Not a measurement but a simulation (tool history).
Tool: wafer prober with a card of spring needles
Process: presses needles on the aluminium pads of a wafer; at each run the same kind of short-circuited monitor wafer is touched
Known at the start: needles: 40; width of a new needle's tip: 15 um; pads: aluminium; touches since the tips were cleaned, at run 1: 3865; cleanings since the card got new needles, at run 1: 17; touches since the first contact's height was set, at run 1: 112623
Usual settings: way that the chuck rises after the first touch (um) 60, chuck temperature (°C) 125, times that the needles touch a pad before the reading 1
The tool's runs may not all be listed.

run     day  way that the chuck rises after the first touch (um)  chuck temperature (°C)  times that the needles touch a pad before the reading  touches since the tips were cleaned  cleanings since the card got new needles  touches since the first contact's height was set  resistance of one needle with its contact and lead (mohm)  way that a needle slides on the pad (um)
  1       0                                                   60                     125                                                      1                                 3865                                        17                                            112623                                                        291                                     14.48
      0.196  -- tips cleaned on abrasive film
  2   0.221                                                   60                     125                                                      1                                  241                                        18                                            114609                                                        236                                     14.39
  3   0.646                                                   60                     125                                                      2                                 4157                                        18                                            118525                                                        263                                     14.42
      0.808  -- tips cleaned on abrasive film
  4   0.925                                                   60                      57                                                      1                                 1084                                        19                                            121051                                                        237                                     14.36
  5   1.321                                                   60                      57                                                      1                                 4716                                        19                                            124683                                                        292                                     14.35
      1.438  -- tips cleaned on abrasive film
  6   1.692                                                   60                      57                                                      1                                 2347                                        20                                            128079                                                        258                                     14.28
  7   1.958                                                   60                      57                                                      1                                 4785                                        20                                            130517                                                        294                                     14.38
      2.062  -- tips cleaned on abrasive film
  8   2.458                                                   48                      57                                                      1                                 3649                                        21                                            135092                                                        320                                     11.37
      2.662  -- tips cleaned on abrasive film
  9   2.796                                                   48                      57                                                      1                                 1205                                        22                                            138145                                                        258                                     11.35
      3.271  -- tips cleaned on abrasive film
 10   3.275                                                   48                      57                                                      1                                   44                                        23                                            142533                                                        224                                     11.34
 11    3.65                                                   48                      57                                                      1                                 3478                                        23                                            145967                                                        326                                     11.36
        3.9  -- tips cleaned on abrasive film
 12   4.179                                                   48                      57                                                      1                                 2552                                        24                                            150809                                                        301                                     11.34
      4.508  -- tips cleaned on abrasive film
 13   4.604                                                   48                      57                                                      1                                  865                                        25                                            154671                                                        255                                     11.32
 14   4.842                                                   60                     125                                                      2                                 3073                                        25                                            156879                                                        257                                     14.24
 15   5.088                                                   60                     125                                                      1                                 5333                                        25                                            159139                                                        310                                     14.25
      5.117  -- tips cleaned on abrasive film
 16   5.542                                                   60                     125                                                      1                                 3913                                        26                                            163285                                                        294                                     14.23
        5.6  -- height of the first contact set anew
       5.75  -- tips cleaned on abrasive film
 17   5.817                                                   60                     125                                                      1                                  632                                        27                                              1991                                                        238                                     13.91
 18   6.229                                                   47                     125                                                      2                                 4398                                        27                                              5757                                                        310                                     10.74
      6.346  -- tips cleaned on abrasive film
 19   6.762                                                   47                      82                                                      2                                 3817                                        28                                             10629                                                        299                                     10.72
      6.958  -- tips cleaned on abrasive film
 20   7.217                                                   51                     119                                                      1                                 2386                                        29                                             14789                                                        301                                     11.61
      7.529  -- height of the first contact set anew, once more
        7.6  -- tips cleaned on abrasive film
 21   7.758                                                   63                      50                                                      2                                 1462                                        30                                              2081                                                        216                                     15.51
 22   8.062                                                   69                     125                                                      2                                 4249                                        30                                              4868                                                        247                                     17.01
      8.217  -- tips cleaned on abrasive film
 23   8.562                                                   69                      26                                                      1                                 3167                                        31                                              9434                                                        247                                     16.91
      8.829  -- tips cleaned on abrasive film
 24   8.854                                                   52                      37                                                      3                                  225                                        32                                             12091                                                        205                                     12.76
 25   9.208                                                   79                      53                                                      3                                 3492                                        32                                             15358                                                        212                                     19.41
      9.438  -- tips cleaned on abrasive film
 26   9.658                                                   76                      59                                                      2                                 2039                                        33                                             19453                                                        218                                     18.59
     10.071  -- tips cleaned on abrasive film
 27  10.188                                                   53                     125                                                      1                                 1100                                        34                                             24288                                                        262                                     12.94
 28  10.633                                                   60                      74                                                      2                                 5195                                        34                                             28383                                                        261                                     14.75
     10.683  -- tips cleaned on abrasive film
 29  11.138                                                   41                      31                                                      1                                 4209                                        35                                             32992                                                        392                                      9.97
     11.288  -- tips cleaned on abrasive film
 30  11.525                                                   54                     125                                                      1                                 2190                                        36                                             36506                                                        279                                     13.14
 31  11.804                                                   43                     125                                                      1                                 4780                                        36                                             39096                                                        393                                      10.4
     11.908  -- tips cleaned on abrasive film
 32  12.171                                                   60                     125                                                      2                                 2406                                        37                                             42410                                                        255                                     14.59
     12.521  -- tips cleaned on abrasive film
 33  12.546                                                   75                      28                                                      2                                  209                                        38                                             45811                                                        194                                     18.23

Measured less the same run without the tool's hidden state. The same run-to-run variation is in both; the gauge's scatter may not be:
The hidden state here: debris on the tips, nm; way that the needles fall short of the set height, um; tips' diameter, um; drift of the gauge itself on contact_mohm, %; drift of the gauge itself on scrub_um, %.
run  resistance of one needle with its contact and lead (mohm)  way that a needle slides on the pad (um)
  1                                                        +77                                     -0.34
  2                                                        +18                                     -0.37
  3                                                        +48                                     -0.36
  4                                                        +36                                     -0.39
  5                                                        +95                                      -0.4
  6                                                        +60                                      -0.4
  7                                                        +95                                     -0.41
  8                                                       +118                                     -0.43
  9                                                        +58                                     -0.45
 10                                                        +21                                     -0.47
 11                                                       +123                                     -0.47
 12                                                        +95                                     -0.49
 13                                                        +51                                     -0.51
 14                                                        +42                                     -0.51
 15                                                        +94                                     -0.51
 16                                                        +80                                     -0.53
 17                                                        +26                                     -0.85
 18                                                        +88                                     -0.85
 19                                                        +87                                     -0.86
 20                                                        +85                                     -0.88
 21                                                        +24                                     -0.03
 22                                                        +36                                     -0.03
 23                                                        +57                                     -0.05
 24                                                         +8                                     -0.07
 25                                                        +18                                     -0.07
 26                                                        +21                                      -0.1
 27                                                        +44                                     -0.12
 28                                                        +60                                     -0.12
 29                                                       +190                                     -0.14
 30                                                        +65                                     -0.17
 31                                                       +167                                     -0.17
 32                                                        +38                                     -0.19
 33                                                         +6                                      -0.2

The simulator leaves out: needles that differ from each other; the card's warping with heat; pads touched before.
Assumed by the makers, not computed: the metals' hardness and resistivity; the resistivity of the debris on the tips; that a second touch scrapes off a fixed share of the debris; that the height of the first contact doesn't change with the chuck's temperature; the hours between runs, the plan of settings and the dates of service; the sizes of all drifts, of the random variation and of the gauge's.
